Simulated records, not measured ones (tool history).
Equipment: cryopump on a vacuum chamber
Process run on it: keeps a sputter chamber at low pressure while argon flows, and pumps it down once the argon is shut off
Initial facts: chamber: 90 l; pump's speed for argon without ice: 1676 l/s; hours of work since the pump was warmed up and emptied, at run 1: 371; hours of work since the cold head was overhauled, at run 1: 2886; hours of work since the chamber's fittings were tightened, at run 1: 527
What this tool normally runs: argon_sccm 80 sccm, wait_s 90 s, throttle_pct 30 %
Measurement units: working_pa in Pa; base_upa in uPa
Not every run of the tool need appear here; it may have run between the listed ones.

| run | hour | argon_sccm | wait_s | throttle_pct | hours of work since the pump was warmed up and emptied | hours of work since the cold head was overhauled | hours of work since the chamber's fittings were tightened | working_pa | base_upa |
|---|---|---|---|---|---|---|---|---|---|
| 1 | 0 | 80 | 90 | 30 | 371 | 2886 | 527 | 0.2817 | 0.94 |
| 2 | 113.1 | 62 | 90 | 30 | 456 | 2971 | 612 | 0.2183 | 1.01 |
| 3 | 216.4 | 43 | 90 | 30 | 534 | 3049 | 690 | 0.1524 | 1.09 |
| 4 | 279.7 | 43 | 90 | 30 | 581 | 3096 | 737 | 0.1535 | 1.13 |
| 5 | 364.7 | 54 | 90 | 30 | 645 | 3160 | 801 | 0.1942 | 1.14 |
| 6 | 416.1 | 80 | 90 | 27 | 684 | 3199 | 840 | 0.3163 | 1.24 |
| 7 | 518.9 | 80 | 90 | 30 | 761 | 3276 | 917 | 0.2891 | 1.25 |
|  | 551.2 | pump warmed up, emptied and cooled again |
| 8 | 597.5 | 80 | 90 | 30 | 35 | 3331 | 972 | 0.2747 | 1.14 |
| 9 | 646.5 | 80 | 90 | 30 | 72 | 3368 | 1009 | 0.274 | 1.17 |
| 10 | 759.7 | 80 | 90 | 22 | 157 | 3453 | 1094 | 0.3723 | 1.26 |
| 11 | 822.2 | 80 | 90 | 30 | 203 | 3500 | 1141 | 0.2769 | 1.26 |
| 12 | 879.7 | 80 | 28 | 30 | 247 | 3543 | 1184 | 0.2798 | 2.2 |
| 13 | 939.3 | 80 | 28 | 30 | 291 | 3588 | 1229 | 0.281 | 2.18 |
| 14 | 1057.3 | 80 | 28 | 30 | 380 | 3677 | 1318 | 0.2812 | 2.33 |
|  | 1074.3 | leaking fittings of the chamber tightened, without venting |
| 15 | 1163.1 | 80 | 218 | 51 | 458 | 3755 | 67 | 0.1728 | 0.41 |
| 16 | 1232.6 | 74 | 38 | 42 | 510 | 3807 | 119 | 0.1931 | 1.24 |
| 17 | 1317.5 | 74 | 38 | 42 | 574 | 3871 | 183 | 0.1937 | 1.28 |
| 18 | 1439.1 | 38 | 39 | 34 | 665 | 3962 | 274 | 0.1213 | 1.29 |
| 19 | 1501.6 | 38 | 39 | 34 | 712 | 4009 | 321 | 0.1238 | 1.39 |
| 20 | 1562 | 48 | 44 | 16 | 758 | 4054 | 366 | 0.3172 | 1.28 |
|  | 1602.8 | pump warmed up, emptied and cooled again |
| 21 | 1635.7 | 48 | 44 | 16 | 25 | 4106 | 418 | 0.3078 | 1.19 |
| 22 | 1703.4 | 34 | 43 | 16 | 76 | 4157 | 469 | 0.2185 | 1.35 |

Predict each of these 3 candidate next runs independently; none follows another, all start after run 22:
| A | 1788.5 | 34 | 98 | 22 | 139 | 4221 | 533 | ? | ? |
| B | 1788.5 | 62 | 43 | 16 | 139 | 4221 | 533 | ? | ? |
| C | 1788.5 | 43 | 43 | 34 | 139 | 4221 | 533 | ? | ? |

| run | working_pa | base_upa |
|---|---|---|
| A | 0.1592 | 0.89 |
| B | 0.4015 | 1.3 |
| C | 0.1316 | 1.38 |
Stripped of hidden state, with their random variation kept, the same runs would have yielded:
| run | working_pa | base_upa |
|---|---|---|
| A | 0.1556 | 0.56 |
| B | 0.3949 | 0.98 |
| C | 0.127 | 1.04 |
